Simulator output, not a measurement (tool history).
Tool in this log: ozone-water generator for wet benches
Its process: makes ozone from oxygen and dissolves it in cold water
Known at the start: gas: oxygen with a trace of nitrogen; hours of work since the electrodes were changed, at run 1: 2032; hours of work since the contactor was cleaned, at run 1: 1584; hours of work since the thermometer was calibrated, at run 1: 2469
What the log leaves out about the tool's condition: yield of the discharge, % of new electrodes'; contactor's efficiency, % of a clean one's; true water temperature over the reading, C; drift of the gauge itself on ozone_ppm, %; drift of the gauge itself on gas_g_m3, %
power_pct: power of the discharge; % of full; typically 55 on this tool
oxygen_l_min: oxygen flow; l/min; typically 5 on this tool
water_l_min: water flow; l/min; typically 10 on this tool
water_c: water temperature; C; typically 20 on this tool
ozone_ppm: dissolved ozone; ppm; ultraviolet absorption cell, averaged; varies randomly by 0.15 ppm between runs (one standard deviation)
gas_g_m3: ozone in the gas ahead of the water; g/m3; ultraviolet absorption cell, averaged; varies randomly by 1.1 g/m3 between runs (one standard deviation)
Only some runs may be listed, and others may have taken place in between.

| run | hour | power_pct | oxygen_l_min | water_l_min | water_c | hours of work since the electrodes were changed | hours of work since the contactor was cleaned | hours of work since the thermometer was calibrated | ozone_ppm | gas_g_m3 |
|---|---|---|---|---|---|---|---|---|---|---|
| 1 | 0 | 55 | 5 | 10 | 20 | 2032 | 1584 | 2469 | 17.8 | 174.3 |
| 2 | 227.7 | 55 | 5 | 10 | 19 | 2193 | 1746 | 2631 | 17.8 | 173.6 |
| 3 | 354.1 | 55 | 5 | 10 | 19 | 2283 | 1835 | 2720 | 18 | 169.9 |
|  | 385 | water thermometer calibrated |
| 4 | 493.8 | 55 | 5 | 10 | 19 | 2382 | 1934 | 77 | 17.8 | 171.5 |
| 5 | 589.4 | 55 | 5 | 10 | 19 | 2450 | 2002 | 145 | 17.9 | 170.3 |
| 6 | 711.4 | 55 | 5 | 10 | 13 | 2537 | 2089 | 232 | 19.9 | 169.7 |
| 7 | 870.2 | 55 | 5 | 10 | 13 | 2649 | 2202 | 345 | 19.7 | 168.3 |
| 8 | 1003.2 | 55 | 5 | 10 | 14 | 2744 | 2296 | 439 | 19.2 | 169 |
| 9 | 1190.2 | 41 | 5 | 10 | 17 | 2877 | 2429 | 572 | 15.6 | 146 |
| 10 | 1301 | 41 | 5 | 10 | 17 | 2955 | 2508 | 651 | 15.5 | 145.1 |
| 11 | 1411.8 | 55 | 4.41 | 10 | 26 | 3034 | 2586 | 729 | 15 | 179.5 |
| 12 | 1577.6 | 55 | 4.41 | 10 | 26 | 3152 | 2704 | 847 | 15.2 | 179.1 |
| 13 | 1790.2 | 55 | 4.41 | 10 | 26 | 3303 | 2855 | 998 | 15.1 | 177.8 |
| 14 | 1989.8 | 55 | 4.41 | 10 | 26 | 3444 | 2997 | 1140 | 15 | 177.1 |
| 15 | 2218.3 | 55 | 3.1 | 7 | 26 | 3607 | 3159 | 1302 | 20.5 | 212.2 |
| 16 | 2400.3 | 42 | 5.95 | 10 | 23 | 3736 | 3288 | 1431 | 12.9 | 131.6 |

Describe how what the log doesn't record of the tool's condition differs between the last listed run preceding each entry between runs and the first listed run following it.
After run 3, before run 4: water thermometer calibrated (hour 385)
  yield of the discharge, % of new electrodes': 92.2 -> 91.8; contactor's efficiency, % of a clean one's: 96.7 -> 96.6; true water temperature over the reading, C: 0.34 -> -0.04
  measured less the result without the state, ozone_ppm: -1.8 -> -1.8 ppm; gas_g_m3: -12.6 -> -13.4 g/m3
